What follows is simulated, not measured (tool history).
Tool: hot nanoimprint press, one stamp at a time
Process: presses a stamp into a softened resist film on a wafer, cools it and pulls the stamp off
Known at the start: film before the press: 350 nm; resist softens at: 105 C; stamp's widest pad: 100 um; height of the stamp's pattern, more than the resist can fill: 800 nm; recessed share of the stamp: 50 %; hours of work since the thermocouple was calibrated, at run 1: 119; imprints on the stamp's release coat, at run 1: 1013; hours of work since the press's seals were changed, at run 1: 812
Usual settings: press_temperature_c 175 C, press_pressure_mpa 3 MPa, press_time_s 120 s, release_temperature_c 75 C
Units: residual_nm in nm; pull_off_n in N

run,hour,press_temperature_c,press_pressure_mpa,press_time_s,release_temperature_c,hours of work since the thermocouple was calibrated,imprints on the stamp's release coat,hours of work since the press's seals were changed,residual_nm,pull_off_n
1,0,175,3,120,75,119,1013,812,178,115
2,26.1,175,3,120,75,134,1087,827,178,115
3,74.1,175,3,120,75,161,1224,854,177,117
4,121.1,175,3,120,75,188,1358,881,177,119
5,155.5,175,3,120,75,207,1456,900,176.8,117
6,199.6,175,3,120,75,232,1582,925,176.7,121
7,227.1,175,3,120,75,248,1661,941,176.8,121
8,263.3,175,3,120,75,269,1764,962,176,123
# hour 272.9: plate thermocouple calibrated
# hour 315.2: stamp cleaned and given a new release coat
9,321.4,175,3,120,75,24,17,990,180.1,104
10,355.5,175,2.16,120,75,44,115,1009,201.1,105
11,402.7,175,2.16,120,75,70,249,1036,201.3,106
12,424.4,175,3,113,75,83,311,1048,182.5,107
13,464.5,175,3,113,75,106,426,1071,182,106
14,491.7,175,3,113,75,121,503,1086,182.2,110
15,520.1,175,3,120,75,137,584,1103,177.9,108
16,556.8,176,3,120,78,158,689,1123,170.7,103
17,590.2,175,2.42,120,76,177,785,1142,191.4,109
18,613.1,175,2.42,120,76,190,850,1156,191.6,111
19,657.9,175,3,170,68,216,978,1181,155.2,130
20,703.2,175,4.31,194,64,241,1107,1207,127.7,138
21,729.6,175,4.31,194,64,256,1183,1222,127.3,141
# hour 757.9: plate thermocouple calibrated
22,772.9,175,4.31,110,64,9,1298,1245,163.7,141
23,816.1,175,3,223,75,33,1421,1269,141.9,119
24,865.4,175,4.05,101,61,61,1562,1297,171.7,153
25,892.4,178,4.49,101,73,77,1639,1313,146.8,125
26,915,178,4.49,101,73,89,1703,1326,146.8,126
# hour 946.3: press's hydraulic seals changed and the load cell set to zero
27,970,172,3.29,88,73,116,1837,14,204.6,127
# hour 997.2: stamp cleaned and given a new release coat
28,1004.4,175,3,73,60,132,20,30,201.8,133
29,1042.6,175,3,73,60,154,129,51,201.7,132

Forecast each of these 4 alternatives for the next run:
A,1063.4,175,4.03,120,75,166,189,63,?,?
B,1063.4,182,3,73,60,166,189,63,?,?
C,1063.4,184,3.8,103,60,166,189,63,?,?
D,1063.4,181,2.37,99,60,166,189,63,?,?

run,residual_nm,pull_off_n
A,149.2,104
B,155.4,136
C,112.3,134
D,159.2,132
Without the tool's hidden state the same runs would have given:
run,residual_nm,pull_off_n
A,152.9,103
B,158.9,135
C,114.9,133
D,162.8,130
